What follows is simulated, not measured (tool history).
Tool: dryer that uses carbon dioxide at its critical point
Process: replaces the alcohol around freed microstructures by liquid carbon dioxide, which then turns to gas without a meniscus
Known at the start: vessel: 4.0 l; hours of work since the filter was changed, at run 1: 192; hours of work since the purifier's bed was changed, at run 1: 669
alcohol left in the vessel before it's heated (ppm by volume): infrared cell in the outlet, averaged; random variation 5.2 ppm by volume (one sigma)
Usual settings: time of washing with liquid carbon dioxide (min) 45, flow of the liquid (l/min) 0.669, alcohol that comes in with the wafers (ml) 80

| run | hour | time of washing with liquid carbon dioxide (min) | flow of the liquid (l/min) | alcohol that comes in with the wafers (ml) | hours of work since the filter was changed | hours of work since the purifier's bed was changed | alcohol left in the vessel before it's heated (ppm by volume) |
|---|---|---|---|---|---|---|---|
| 1 | 0.0 | 45 | 0.669 | 80 | 192 | 669 | 264 |
| 2 | 35.3 | 45 | 0.669 | 80 | 214 | 691 | 279 |
| 3 | 51.5 | 45 | 0.669 | 80 | 225 | 702 | 273 |
| 4 | 77.1 | 45 | 0.669 | 80 | 241 | 718 | 288 |
| 5 | 109.9 | 45 | 0.669 | 80 | 262 | 739 | 299 |
| 6 | 132.3 | 45 | 0.669 | 80 | 277 | 753 | 303 |
| 7 | 149.3 | 45 | 0.669 | 80 | 287 | 764 | 298 |
| 8 | 177.6 | 45 | 0.800 | 80 | 306 | 782 | 221 |
| 9 | 200.0 | 45 | 0.669 | 80 | 320 | 797 | 316 |
| 10 | 221.3 | 45 | 0.669 | 80 | 334 | 810 | 314 |
| 11 | 245.9 | 39 | 0.669 | 80 | 349 | 826 | 480 |
| 12 | 283.1 | 39 | 0.669 | 80 | 373 | 850 | 488 |
| 13 | 305.8 | 39 | 0.669 | 80 | 388 | 865 | 490 |
| 14 | 333.3 | 39 | 0.669 | 80 | 405 | 882 | 500 |
| 15 | 350.8 | 39 | 0.669 | 80 | 417 | 893 | 526 |
| 16 | 383.5 | 45 | 0.669 | 100 | 437 | 914 | 423 |
|  | 397.0 | purifier's bed changed |
|  | 417.0 | inlet filter changed |
| 17 | 417.0 | 45 | 0.902 | 80 | 0 | 12 | 16 |
| 18 | 446.1 | 45 | 0.902 | 80 | 19 | 31 | 16 |
| 19 | 469.8 | 45 | 0.902 | 80 | 34 | 46 | 35 |
| 20 | 504.3 | 45 | 0.753 | 80 | 56 | 68 | 72 |
| 21 | 532.6 | 45 | 0.753 | 80 | 74 | 86 | 72 |
| 22 | 571.4 | 45 | 0.531 | 80 | 99 | 111 | 355 |
| 23 | 595.2 | 45 | 0.531 | 80 | 114 | 126 | 361 |
| 24 | 626.4 | 45 | 0.531 | 80 | 134 | 146 | 368 |
| 25 | 647.0 | 31 | 0.669 | 80 | 147 | 160 | 606 |
| 26 | 668.8 | 31 | 0.669 | 80 | 161 | 174 | 629 |
| 27 | 685.9 | 51 | 1.053 | 22 | 172 | 184 | 52 |
| 28 | 705.2 | 53 | 0.596 | 91 | 185 | 197 | 163 |
| 29 | 738.6 | 53 | 0.596 | 91 | 206 | 218 | 172 |
| 30 | 760.3 | 35 | 0.622 | 97 | 220 | 232 | 677 |
| 31 | 784.6 | 35 | 0.622 | 97 | 235 | 248 | 698 |

Forecast run 32:
| 32 | 813.8 | 43 | 0.669 | 77 | 254 | 266 | ? |

alcohol left in the vessel before it's heated (ppm by volume): 226
Without the tool's hidden state the same run would have given alcohol left in the vessel before it's heated (ppm by volume) 114.

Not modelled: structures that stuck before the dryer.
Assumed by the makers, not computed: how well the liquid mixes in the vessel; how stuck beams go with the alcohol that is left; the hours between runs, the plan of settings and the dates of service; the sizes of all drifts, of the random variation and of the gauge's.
